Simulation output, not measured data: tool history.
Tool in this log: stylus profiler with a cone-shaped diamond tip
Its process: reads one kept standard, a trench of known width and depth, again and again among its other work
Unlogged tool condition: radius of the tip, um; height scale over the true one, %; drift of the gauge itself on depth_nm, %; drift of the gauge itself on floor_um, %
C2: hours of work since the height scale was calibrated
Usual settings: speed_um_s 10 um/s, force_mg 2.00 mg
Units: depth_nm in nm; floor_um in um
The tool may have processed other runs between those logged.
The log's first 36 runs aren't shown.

Run 37, hour 2305.5: usual settings but speed_um_s 4 um/s, force_mg 2.27 mg; scans with this tip 4920; C2 627. Result: depth_nm 1014.61 nm, floor_um 25.07 um.
Run 38, hour 2380.3: usual settings but force_mg 5.50 mg; scans with this tip 5350; C2 683. Result: depth_nm 1025.78 nm, floor_um 24.98 um.
Run 39, hour 2465.8: usual settings but force_mg 5.50 mg; scans with this tip 5841; C2 748. Result: depth_nm 1026.01 nm, floor_um 24.96 um.
Run 40, hour 2538.4: usual settings but speed_um_s 36 um/s, force_mg 4.40 mg; scans with this tip 6258; C2 803. Result: depth_nm 1023.01 nm, floor_um 24.86 um.
Run 41, hour 2585.4: usual settings but speed_um_s 36 um/s, force_mg 4.40 mg; scans with this tip 6528; C2 839. Result: depth_nm 1022.87 nm, floor_um 24.82 um.
Run 42, hour 2623.0: usual settings but speed_um_s 36 um/s, force_mg 4.40 mg; scans with this tip 6744; C2 867. Result: depth_nm 1022.89 nm, floor_um 24.76 um.
At hour 2651.8: height scale calibrated on a step standard.
Run 43, hour 2695.4: usual settings but speed_um_s 5 um/s, force_mg 4.37 mg; scans with this tip 7157; C2 33. Result: depth_nm 1020.79 nm, floor_um 24.74 um.
Run 44, hour 2758.6: usual settings but speed_um_s 5 um/s, force_mg 4.37 mg; scans with this tip 7520; C2 81. Result: depth_nm 1020.81 nm, floor_um 24.69 um.
Run 45, hour 2835.1: usual settings but speed_um_s 5 um/s, force_mg 4.37 mg; scans with this tip 7959; C2 139. Result: depth_nm 1020.97 nm, floor_um 24.64 um.
Run 46, hour 2879.6: usual settings but speed_um_s 4 um/s, force_mg 1.47 mg; scans with this tip 8215; C2 172. Result: depth_nm 1010.91 nm, floor_um 24.61 um.

Below are 3 alternative next runs, each starting from the tool's condition after run 46. Predict each:
Run A, hour 2919.0: usual settings but speed_um_s 32 um/s, force_mg 5.25 mg; scans with this tip 8441; C2 202. Result: depth_nm ?, floor_um ?.
Run B, hour 2919.0: usual settings but force_mg 4.08 mg; scans with this tip 8441; C2 202. Result: depth_nm ?, floor_um ?.
Run C, hour 2919.0: usual settings but speed_um_s 9 um/s, force_mg 5.26 mg; scans with this tip 8441; C2 202. Result: depth_nm ?, floor_um ?.

run  depth_nm  floor_um
  A   1023.75     24.51
  B   1020.18     24.58
  C   1023.75     24.54
With the hidden condition removed and each run's random variation left untouched, the same runs would have given:
run  depth_nm  floor_um
  A   1023.05     25.92
  B   1019.48     25.99
  C   1023.04     25.95

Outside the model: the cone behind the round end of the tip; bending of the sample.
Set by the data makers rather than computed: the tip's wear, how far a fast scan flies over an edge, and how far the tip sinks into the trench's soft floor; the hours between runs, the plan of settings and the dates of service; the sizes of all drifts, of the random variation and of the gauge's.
